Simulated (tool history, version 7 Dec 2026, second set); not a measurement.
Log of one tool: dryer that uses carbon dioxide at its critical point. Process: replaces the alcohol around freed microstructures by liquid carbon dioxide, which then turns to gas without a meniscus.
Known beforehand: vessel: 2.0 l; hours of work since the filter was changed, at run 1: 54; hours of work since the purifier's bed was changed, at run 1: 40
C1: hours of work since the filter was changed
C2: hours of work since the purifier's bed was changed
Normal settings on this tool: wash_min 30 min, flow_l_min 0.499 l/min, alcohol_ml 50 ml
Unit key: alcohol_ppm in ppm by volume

run 1 hour=0.0 | wash_min=30 flow_l_min=0.499 alcohol_ml=50 | C1=54 C2=40 | alcohol_ppm=73
run 2 hour=24.5 | wash_min=30 flow_l_min=0.499 alcohol_ml=50 | C1=65 C2=51 | alcohol_ppm=71
run 3 hour=42.5 | wash_min=30 flow_l_min=0.499 alcohol_ml=50 | C1=73 C2=60 | alcohol_ppm=80
run 4 hour=69.4 | wash_min=30 flow_l_min=0.499 alcohol_ml=50 | C1=86 C2=72 | alcohol_ppm=76
run 5 hour=86.3 | wash_min=30 flow_l_min=0.499 alcohol_ml=50 | C1=93 C2=80 | alcohol_ppm=85
run 6 hour=113.6 | wash_min=30 flow_l_min=0.499 alcohol_ml=50 | C1=106 C2=92 | alcohol_ppm=85
run 7 hour=136.0 | wash_min=30 flow_l_min=0.499 alcohol_ml=50 | C1=116 C2=103 | alcohol_ppm=92
run 8 hour=165.1 | wash_min=30 flow_l_min=0.499 alcohol_ml=50 | C1=130 C2=116 | alcohol_ppm=85
run 9 hour=184.9 | wash_min=30 flow_l_min=0.499 alcohol_ml=50 | C1=139 C2=125 | alcohol_ppm=102
run 10 hour=215.3 | wash_min=30 flow_l_min=0.499 alcohol_ml=50 | C1=153 C2=139 | alcohol_ppm=94
run 11 hour=230.6 | wash_min=30 flow_l_min=0.499 alcohol_ml=58 | C1=160 C2=146 | alcohol_ppm=116
run 12 hour=258.6 | wash_min=30 flow_l_min=0.499 alcohol_ml=58 | C1=173 C2=159 | alcohol_ppm=112
run 13 hour=282.5 | wash_min=30 flow_l_min=0.741 alcohol_ml=58 | C1=184 C2=170 | alcohol_ppm=66
run 14 hour=309.4 | wash_min=30 flow_l_min=0.499 alcohol_ml=35 | C1=196 C2=182 | alcohol_ppm=101
run 15 hour=323.3 | wash_min=30 flow_l_min=0.499 alcohol_ml=35 | C1=202 C2=189 | alcohol_ppm=104
run 16 hour=349.3 | wash_min=30 flow_l_min=0.499 alcohol_ml=50 | C1=214 C2=201 | alcohol_ppm=124
run 17 hour=364.0 | wash_min=30 flow_l_min=0.499 alcohol_ml=50 | C1=221 C2=207 | alcohol_ppm=125
run 18 hour=387.8 | wash_min=30 flow_l_min=0.499 alcohol_ml=50 | C1=232 C2=218 | alcohol_ppm=125
run 19 hour=405.8 | wash_min=30 flow_l_min=0.455 alcohol_ml=50 | C1=240 C2=227 | alcohol_ppm=172
run 20 hour=427.6 | wash_min=30 flow_l_min=0.536 alcohol_ml=50 | C1=250 C2=237 | alcohol_ppm=105
run 21 hour=443.1 | wash_min=30 flow_l_min=0.499 alcohol_ml=50 | C1=257 C2=244 | alcohol_ppm=131
run 22 hour=457.4 | wash_min=30 flow_l_min=0.499 alcohol_ml=50 | C1=264 C2=250 | alcohol_ppm=134
run 23 hour=482.5 | wash_min=30 flow_l_min=0.499 alcohol_ml=50 | C1=275 C2=262 | alcohol_ppm=138
run 24 hour=498.7 | wash_min=30 flow_l_min=0.499 alcohol_ml=50 | C1=283 C2=269 | alcohol_ppm=143
run 25 hour=528.6 | wash_min=30 flow_l_min=0.499 alcohol_ml=77 | C1=297 C2=283 | alcohol_ppm=174
run 26 hour=545.1 | wash_min=36 flow_l_min=0.331 alcohol_ml=50 | C1=304 C2=291 | alcohol_ppm=316
run 27 hour=560.6 | wash_min=30 flow_l_min=0.499 alcohol_ml=54 | C1=311 C2=298 | alcohol_ppm=151
run 28 hour=584.0 | wash_min=30 flow_l_min=0.393 alcohol_ml=48 | C1=322 C2=308 | alcohol_ppm=317
run 29 hour=598.7 | wash_min=30 flow_l_min=0.393 alcohol_ml=48 | C1=329 C2=315 | alcohol_ppm=318
run 30 hour=619.1 | wash_min=30 flow_l_min=0.393 alcohol_ml=48 | C1=338 C2=325 | alcohol_ppm=335
run 31 hour=641.9 | wash_min=30 flow_l_min=0.640 alcohol_ml=28 | C1=349 C2=335 | alcohol_ppm=110
run 32 hour=654.6 | wash_min=36 flow_l_min=0.610 alcohol_ml=28 | C1=354 C2=341 | alcohol_ppm=99
run 33 hour=667.7 | wash_min=36 flow_l_min=0.610 alcohol_ml=28 | C1=360 C2=347 | alcohol_ppm=113
run 34 hour=689.6 | wash_min=43 flow_l_min=0.706 alcohol_ml=45 | C1=371 C2=357 | alcohol_ppm=116
run 35 hour=713.8 | wash_min=28 flow_l_min=0.321 alcohol_ml=31 | C1=382 C2=368 | alcohol_ppm=583
run 36 hour=737.0 | wash_min=45 flow_l_min=0.324 alcohol_ml=33 | C1=392 C2=379 | alcohol_ppm=176
run 37 hour=762.8 | wash_min=41 flow_l_min=0.701 alcohol_ml=26 | C1=404 C2=391 | alcohol_ppm=116
run 38 hour=777.2 | wash_min=41 flow_l_min=0.701 alcohol_ml=26 | C1=411 C2=397 | alcohol_ppm=116
run 39 hour=794.9 | wash_min=30 flow_l_min=0.408 alcohol_ml=50 | C1=419 C2=405 | alcohol_ppm=326
run 40 hour=811.1 | wash_min=23 flow_l_min=0.647 alcohol_ml=50 | C1=426 C2=413 | alcohol_ppm=196
run 41 hour=830.2 | wash_min=21 flow_l_min=0.542 alcohol_ml=30 | C1=435 C2=422 | alcohol_ppm=304
run 42 hour=854.0 | wash_min=30 flow_l_min=0.412 alcohol_ml=30 | C1=446 C2=432 | alcohol_ppm=256
run 43 hour=866.5 | wash_min=30 flow_l_min=0.412 alcohol_ml=30 | C1=452 C2=438 | alcohol_ppm=252
run 44 hour=883.7 | wash_min=30 flow_l_min=0.412 alcohol_ml=30 | C1=460 C2=446 | alcohol_ppm=258
run 45 hour=900.6 | wash_min=24 flow_l_min=0.489 alcohol_ml=45 | C1=467 C2=454 | alcohol_ppm=366
run 46 hour=917.4 | wash_min=35 flow_l_min=0.412 alcohol_ml=44 | C1=475 C2=462 | alcohol_ppm=213
run 47 hour=930.1 | wash_min=35 flow_l_min=0.412 alcohol_ml=22 | C1=481 C2=467 | alcohol_ppm=175

Table of differences, measured result less the result of that run with no hidden state. Run-to-run variation is the same in both. Gauge scatter possibly is not:
What the log doesn't record here: flow that reaches the vessel past the clogged filter, %; alcohol in the recycled carbon dioxide, ppm; drift of the gauge itself on alcohol_ppm, %.
run=1 alcohol_ppm=+15
run=2 alcohol_ppm=+18
run=3 alcohol_ppm=+20
run=4 alcohol_ppm=+24
run=5 alcohol_ppm=+27
run=6 alcohol_ppm=+30
run=7 alcohol_ppm=+33
run=8 alcohol_ppm=+38
run=9 alcohol_ppm=+40
run=10 alcohol_ppm=+45
run=11 alcohol_ppm=+48
run=12 alcohol_ppm=+53
run=13 alcohol_ppm=+47
run=14 alcohol_ppm=+56
run=15 alcohol_ppm=+56
run=16 alcohol_ppm=+65
run=17 alcohol_ppm=+68
run=18 alcohol_ppm=+70
run=19 alcohol_ppm=+79
run=20 alcohol_ppm=+72
run=21 alcohol_ppm=+79
run=22 alcohol_ppm=+80
run=23 alcohol_ppm=+84
run=24 alcohol_ppm=+87
run=25 alcohol_ppm=+97
run=26 alcohol_ppm=+116
run=27 alcohol_ppm=+94
run=28 alcohol_ppm=+123
run=29 alcohol_ppm=+127
run=30 alcohol_ppm=+135
run=31 alcohol_ppm=+95
run=32 alcohol_ppm=+97
run=33 alcohol_ppm=+97
run=34 alcohol_ppm=+101
run=35 alcohol_ppm=+176
run=36 alcohol_ppm=+124
run=37 alcohol_ppm=+111
run=38 alcohol_ppm=+112
run=39 alcohol_ppm=+162
run=40 alcohol_ppm=+137
run=41 alcohol_ppm=+157
run=42 alcohol_ppm=+150
run=43 alcohol_ppm=+156
run=44 alcohol_ppm=+156
run=45 alcohol_ppm=+186
run=46 alcohol_ppm=+148
run=47 alcohol_ppm=+142
